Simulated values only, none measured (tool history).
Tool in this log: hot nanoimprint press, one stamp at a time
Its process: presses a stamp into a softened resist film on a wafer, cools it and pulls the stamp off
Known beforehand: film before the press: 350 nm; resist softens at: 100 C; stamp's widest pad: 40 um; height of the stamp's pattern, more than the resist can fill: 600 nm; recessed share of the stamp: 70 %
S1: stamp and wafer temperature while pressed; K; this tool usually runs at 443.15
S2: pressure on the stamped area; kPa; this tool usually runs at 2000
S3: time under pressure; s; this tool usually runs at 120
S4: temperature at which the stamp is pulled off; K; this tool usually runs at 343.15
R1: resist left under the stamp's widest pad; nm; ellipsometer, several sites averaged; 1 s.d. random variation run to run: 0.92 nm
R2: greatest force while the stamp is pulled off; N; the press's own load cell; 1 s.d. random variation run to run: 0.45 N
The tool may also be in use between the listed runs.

{"run": 1, "day": 0.0, "S1": 443.15, "S2": 2000, "S3": 120, "S4": 343.15, "R1": 187.4, "R2": 136.5}
{"run": 2, "day": 1.646, "S1": 443.15, "S2": 2000, "S3": 120, "S4": 343.15, "R1": 185.2, "R2": 136.9}
{"day": 3.304, "done": "stamp cleaned and given a new release coat"}
{"run": 3, "day": 3.988, "S1": 443.15, "S2": 2000, "S3": 112, "S4": 343.15, "R1": 192.3, "R2": 133.1}
{"run": 4, "day": 5.6, "S1": 443.15, "S2": 2000, "S3": 120, "S4": 331.15, "R1": 188.0, "R2": 146.4}
{"day": 6.862, "done": "plate thermocouple calibrated"}
{"run": 5, "day": 7.333, "S1": 443.15, "S2": 2000, "S3": 120, "S4": 331.15, "R1": 173.5, "R2": 145.6}
{"run": 6, "day": 9.825, "S1": 443.15, "S2": 2000, "S3": 120, "S4": 343.15, "R1": 175.6, "R2": 135.4}
{"run": 7, "day": 11.183, "S1": 443.15, "S2": 2000, "S3": 120, "S4": 343.15, "R1": 175.8, "R2": 136.6}
{"day": 11.646, "done": "stamp cleaned and given a new release coat"}
{"run": 8, "day": 13.608, "S1": 443.15, "S2": 2000, "S3": 120, "S4": 343.15, "R1": 175.9, "R2": 131.2}
{"run": 9, "day": 16.275, "S1": 443.15, "S2": 2000, "S3": 120, "S4": 343.15, "R1": 177.2, "R2": 134.8}
{"run": 10, "day": 18.312, "S1": 443.15, "S2": 2000, "S3": 120, "S4": 343.15, "R1": 179.3, "R2": 136.3}
{"day": 19.975, "done": "stamp cleaned and given a new release coat"}
{"run": 11, "day": 20.796, "S1": 443.15, "S2": 2000, "S3": 120, "S4": 343.15, "R1": 179.1, "R2": 132.4}
{"run": 12, "day": 21.996, "S1": 443.15, "S2": 2000, "S3": 120, "S4": 343.15, "R1": 181.6, "R2": 132.8}
{"run": 13, "day": 23.833, "S1": 443.15, "S2": 2750, "S3": 176, "S4": 343.15, "R1": 138.4, "R2": 134.9}
{"run": 14, "day": 26.55, "S1": 443.15, "S2": 2750, "S3": 176, "S4": 343.15, "R1": 139.9, "R2": 136.8}
{"day": 28.329, "done": "stamp cleaned and given a new release coat"}
{"run": 15, "day": 28.362, "S1": 443.15, "S2": 2750, "S3": 175, "S4": 343.15, "R1": 140.4, "R2": 131.2}
{"run": 16, "day": 29.733, "S1": 439.15, "S2": 2350, "S3": 120, "S4": 343.15, "R1": 201.1, "R2": 132.1}
{"run": 17, "day": 32.504, "S1": 450.15, "S2": 2640, "S3": 163, "S4": 330.15, "R1": 112.0, "R2": 148.1}
{"run": 18, "day": 34.042, "S1": 441.15, "S2": 1790, "S3": 220, "S4": 343.15, "R1": 170.6, "R2": 137.1}
{"day": 36.621, "done": "stamp cleaned and given a new release coat"}
{"run": 19, "day": 36.621, "S1": 447.15, "S2": 2000, "S3": 120, "S4": 338.15, "R1": 163.5, "R2": 137.2}
{"run": 20, "day": 37.962, "S1": 445.15, "S2": 2000, "S3": 122, "S4": 338.15, "R1": 174.9, "R2": 138.2}
{"day": 40.221, "done": "press's hydraulic seals changed and the load cell set to zero"}
{"run": 21, "day": 40.788, "S1": 445.15, "S2": 2000, "S3": 122, "S4": 338.15, "R1": 173.4, "R2": 141.3}
{"run": 22, "day": 42.188, "S1": 445.15, "S2": 1750, "S3": 62, "S4": 343.15, "R1": 226.6, "R2": 137.1}
{"day": 43.258, "done": "plate thermocouple calibrated"}
{"run": 23, "day": 44.642, "S1": 445.15, "S2": 1750, "S3": 62, "S4": 343.15, "R1": 214.2, "R2": 137.1}

3 ways to go on from here, each from the tool as it stands after run 23. What would each give?
{"day": 45.317, "done": "stamp cleaned and given a new release coat"}
{"run": "A", "day": 46.85, "S1": 453.15, "S2": 1750, "S3": 100, "S4": 328.15, "R1": "?", "R2": "?"}
{"day": 45.317, "done": "stamp cleaned and given a new release coat"}
{"run": "B", "day": 46.85, "S1": 443.15, "S2": 1780, "S3": 120, "S4": 343.15, "R1": "?", "R2": "?"}
{"day": 45.317, "done": "stamp cleaned and given a new release coat"}
{"run": "C", "day": 46.85, "S1": 443.15, "S2": 1590, "S3": 120, "S4": 343.15, "R1": "?", "R2": "?"}

run=A R1=135.0 R2=146.5
run=B R1=182.7 R2=131.6
run=C R1=191.5 R2=131.9
Stripped of hidden state, with their random variation kept, the same runs would have yielded:
run=A R1=132.7 R2=144.7
run=B R1=179.7 R2=129.9
run=C R1=188.5 R2=130.3
